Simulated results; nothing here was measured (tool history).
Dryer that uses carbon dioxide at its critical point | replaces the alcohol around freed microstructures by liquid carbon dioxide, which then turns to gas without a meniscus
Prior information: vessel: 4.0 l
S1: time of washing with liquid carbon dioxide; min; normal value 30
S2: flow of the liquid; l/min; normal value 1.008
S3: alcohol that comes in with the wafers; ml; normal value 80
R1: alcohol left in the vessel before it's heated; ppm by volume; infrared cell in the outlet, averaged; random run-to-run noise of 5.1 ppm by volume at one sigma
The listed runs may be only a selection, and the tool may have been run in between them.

| run | hour | S1 | S2 | S3 | R1 |
|---|---|---|---|---|---|
| 1 | 0 | 30 | 1.008 | 80 | 118 |
| 2 | 18.5 | 30 | 1.008 | 80 | 132 |
| 3 | 31.2 | 30 | 1.008 | 80 | 134 |
| 4 | 42.9 | 30 | 1.008 | 80 | 128 |
|  | 51.8 | inlet filter changed |
| 5 | 64.9 | 30 | 1.008 | 27 | 31 |
| 6 | 74.8 | 30 | 1.28 | 27 | 23 |
| 7 | 96.5 | 30 | 1.008 | 80 | 73 |
| 8 | 105.8 | 30 | 1.008 | 27 | 45 |
| 9 | 118.2 | 30 | 1.008 | 80 | 90 |
| 10 | 134.8 | 30 | 1.008 | 80 | 83 |
| 11 | 146.5 | 30 | 1.008 | 80 | 77 |
| 12 | 165.8 | 30 | 1.008 | 80 | 91 |
| 13 | 178.2 | 30 | 1.008 | 80 | 83 |
| 14 | 191.6 | 30 | 1.51 | 75 | 43 |
| 15 | 204.2 | 32 | 1.51 | 50 | 31 |
| 16 | 216.6 | 24 | 0.97 | 101 | 363 |
| 17 | 231.4 | 30 | 1.54 | 80 | 32 |
| 18 | 252.8 | 30 | 1.54 | 80 | 43 |
| 19 | 272.5 | 30 | 1.54 | 80 | 39 |
| 20 | 290.3 | 30 | 1.008 | 91 | 124 |
| 21 | 307.3 | 30 | 1.008 | 91 | 138 |
| 22 | 326.7 | 30 | 1.008 | 31 | 68 |

Branching from run 22: 5 alternative next runs. What would each branch give?
| A | 335.8 | 30 | 1.7 | 31 | ? |
| B | 335.8 | 30 | 0.65 | 89 | ? |
| C | 335.8 | 34 | 1.008 | 103 | ? |
| D | 335.8 | 39 | 0.67 | 47 | ? |
| E | 335.8 | 27 | 1.008 | 80 | ? |

| run | R1 |
|---|---|
| A | 45 |
| B | 801 |
| C | 93 |
| D | 158 |
| E | 185 |
Take away the tool's hidden state, keep each run's random variation, and the runs would have read:
| run | R1 |
|---|---|
| A | 11 |
| B | 561 |
| C | 36 |
| D | 82 |
| E | 95 |

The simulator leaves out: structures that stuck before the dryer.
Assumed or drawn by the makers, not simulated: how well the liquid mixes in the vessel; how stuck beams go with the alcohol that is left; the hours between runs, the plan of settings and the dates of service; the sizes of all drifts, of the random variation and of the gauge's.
